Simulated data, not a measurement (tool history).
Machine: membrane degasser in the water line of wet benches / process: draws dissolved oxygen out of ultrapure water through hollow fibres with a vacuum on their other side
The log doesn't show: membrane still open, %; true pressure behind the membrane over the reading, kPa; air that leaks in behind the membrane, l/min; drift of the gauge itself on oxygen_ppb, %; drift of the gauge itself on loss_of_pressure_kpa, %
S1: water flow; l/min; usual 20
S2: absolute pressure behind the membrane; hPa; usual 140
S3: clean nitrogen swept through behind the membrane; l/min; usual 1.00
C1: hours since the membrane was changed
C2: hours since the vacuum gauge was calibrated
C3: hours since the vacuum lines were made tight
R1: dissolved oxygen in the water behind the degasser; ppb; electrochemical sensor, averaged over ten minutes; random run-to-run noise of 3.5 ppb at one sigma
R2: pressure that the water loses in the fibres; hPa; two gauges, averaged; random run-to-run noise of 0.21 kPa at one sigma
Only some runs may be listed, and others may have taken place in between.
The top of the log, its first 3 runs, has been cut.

run	hour	S1	S2	S3	C1	C2	C3	R1	R2
4	246.0	20	140	1.00	3748	4139	10925	558.2	485.8
5	382.0	20	140	1.00	3884	4275	11061	560.5	486.5
6	510.8	20	183	1.00	4013	4404	11190	733.4	486.6
# hour 590.4: vacuum gauge calibrated
7	648.2	20	183	1.00	4150	58	11327	719.3	489.0
# hour 711.9: seals of the vacuum lines changed
8	727.7	20	183	1.00	4227	135	16	706.7	487.7
9	832.8	20	183	1.00	4332	240	121	707.3	487.3
10	947.9	20	140	1.00	4447	355	236	541.1	489.1
11	1051.7	20	140	1.00	4551	459	340	542.0	490.0
12	1125.5	27	140	1.00	4625	533	414	713.7	656.6
13	1225.2	27	140	1.00	4725	633	513	715.7	662.0
14	1297.3	20	305	1.00	4797	705	585	1161.6	493.1
15	1402.4	20	305	1.00	4902	810	691	1137.8	491.1
16	1526.8	20	140	1.86	5026	934	815	346.9	490.3
17	1674.3	12	186	0.70	5174	1082	962	598.4	290.9
18	1748.4	31	303	1.00	5248	1156	1036	1609.5	758.5
19	1851.0	31	257	1.87	5351	1259	1139	915.7	758.2
20	1928.0	32	309	0.69	5428	1336	1216	2105.4	787.2
21	2070.7	20	140	1.88	5570	1478	1359	351.7	488.7
22	2181.8	21	107	0.64	5681	1589	1470	580.2	514.2
23	2322.9	17	107	0.64	5822	1730	1611	479.0	419.7
24	2475.2	20	239	1.00	5975	1883	1763	916.7	490.9
25	2556.5	20	135	1.00	6056	1964	1845	528.5	490.0
26	2672.9	17	149	0.60	6172	2080	1961	734.4	414.1
27	2756.0	29	180	1.13	6256	2164	2044	891.3	714.6

Run 28 is up next; what results do you expect?
28	2860.0	29	180	1.13	6360	2268	2148	?	?

R1: 895.7 ppb
R2: 713.5 hPa
If the tool had no hidden condition, the same run with the same run-to-run variation would have returned R1 879.4 ppb, R2 700.9 hPa.
